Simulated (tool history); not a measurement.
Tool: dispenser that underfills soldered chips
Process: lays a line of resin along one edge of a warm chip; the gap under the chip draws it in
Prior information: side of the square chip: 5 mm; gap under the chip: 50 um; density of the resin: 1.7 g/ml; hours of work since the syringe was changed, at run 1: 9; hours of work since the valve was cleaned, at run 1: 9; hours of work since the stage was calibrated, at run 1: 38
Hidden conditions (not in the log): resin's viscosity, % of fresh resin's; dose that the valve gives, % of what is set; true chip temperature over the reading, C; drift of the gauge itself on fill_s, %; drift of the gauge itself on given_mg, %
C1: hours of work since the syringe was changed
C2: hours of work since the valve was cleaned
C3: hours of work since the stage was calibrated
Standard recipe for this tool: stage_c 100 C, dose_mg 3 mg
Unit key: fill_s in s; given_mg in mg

run 1 day=0 | stage_c=100 dose_mg=3 | C1=9 C2=9 C3=38 | fill_s=40.4 given_mg=3
-- day=0.029 new syringe of resin
run 2 day=0.175 | stage_c=100 dose_mg=3.58 | C1=3 C2=12 C3=41 | fill_s=30.1 given_mg=3.54
run 3 day=0.371 | stage_c=100 dose_mg=3.58 | C1=6 C2=15 C3=44 | fill_s=33.8 given_mg=3.56
run 4 day=0.538 | stage_c=100 dose_mg=3.58 | C1=9 C2=18 C3=47 | fill_s=37.8 given_mg=3.55
-- day=0.588 new syringe of resin
run 5 day=0.721 | stage_c=100 dose_mg=3.58 | C1=2 C2=21 C3=50 | fill_s=30.1 given_mg=3.55
run 6 day=0.921 | stage_c=100 dose_mg=3.58 | C1=6 C2=25 C3=53 | fill_s=35 given_mg=3.52
run 7 day=1.058 | stage_c=85 dose_mg=3 | C1=8 C2=27 C3=56 | fill_s=58 given_mg=2.95
-- day=1.138 new syringe of resin
run 8 day=1.283 | stage_c=85 dose_mg=3 | C1=2 C2=31 C3=59 | fill_s=45.2 given_mg=2.94
run 9 day=1.508 | stage_c=85 dose_mg=3 | C1=6 C2=35 C3=63 | fill_s=52.7 given_mg=2.96
-- day=1.692 new syringe of resin
run 10 day=1.692 | stage_c=100 dose_mg=3 | C1=0 C2=38 C3=66 | fill_s=28.9 given_mg=2.91
run 11 day=1.838 | stage_c=100 dose_mg=3.51 | C1=3 C2=40 C3=69 | fill_s=30.3 given_mg=3.4
run 12 day=1.971 | stage_c=100 dose_mg=3.04 | C1=5 C2=42 C3=71 | fill_s=33.1 given_mg=2.93
run 13 day=2.125 | stage_c=100 dose_mg=3.04 | C1=8 C2=45 C3=74 | fill_s=37.6 given_mg=2.93
-- day=2.242 new syringe of resin
run 14 day=2.25 | stage_c=91 dose_mg=3 | C1=0 C2=47 C3=76 | fill_s=35.9 given_mg=2.9
run 15 day=2.354 | stage_c=91 dose_mg=3 | C1=2 C2=49 C3=78 | fill_s=38.6 given_mg=2.9
run 16 day=2.571 | stage_c=96 dose_mg=3.43 | C1=6 C2=53 C3=81 | fill_s=37.8 given_mg=3.31
run 17 day=2.712 | stage_c=107 dose_mg=2.95 | C1=8 C2=55 C3=84 | fill_s=33.2 given_mg=2.84
-- day=2.796 new syringe of resin
run 18 day=2.95 | stage_c=107 dose_mg=3.9 | C1=3 C2=59 C3=88 | fill_s=25.7 given_mg=3.75
run 19 day=3.112 | stage_c=114 dose_mg=2.96 | C1=6 C2=62 C3=91 | fill_s=25 given_mg=2.83
run 20 day=3.208 | stage_c=90 dose_mg=2.66 | C1=7 C2=63 C3=92 | fill_s=51.7 given_mg=2.52
-- day=3.354 new syringe of resin
run 21 day=3.404 | stage_c=114 dose_mg=3.22 | C1=1 C2=67 C3=95 | fill_s=20.1 given_mg=3.07
run 22 day=3.55 | stage_c=114 dose_mg=3.22 | C1=3 C2=69 C3=98 | fill_s=22.4 given_mg=3.07
run 23 day=3.7 | stage_c=114 dose_mg=3.22 | C1=6 C2=72 C3=100 | fill_s=24.8 given_mg=3.05
run 24 day=3.838 | stage_c=106 dose_mg=2.51 | C1=8 C2=74 C3=103 | fill_s=36.1 given_mg=2.39
-- day=3.912 new syringe of resin
run 25 day=4.062 | stage_c=106 dose_mg=2.51 | C1=3 C2=78 C3=107 | fill_s=28.7 given_mg=2.38

Estimate the outcome of run 26 from the log above:
run 26 day=4.238 | stage_c=109 dose_mg=3.86 | C1=6 C2=81 C3=110 | fill_s=? given_mg=?

fill_s: 27.5 s
given_mg: 3.63 mg
Take away the tool's hidden state, keep the run-to-run variation as it was, and the same run would have given fill_s 21.9 s, given_mg 3.85 mg.
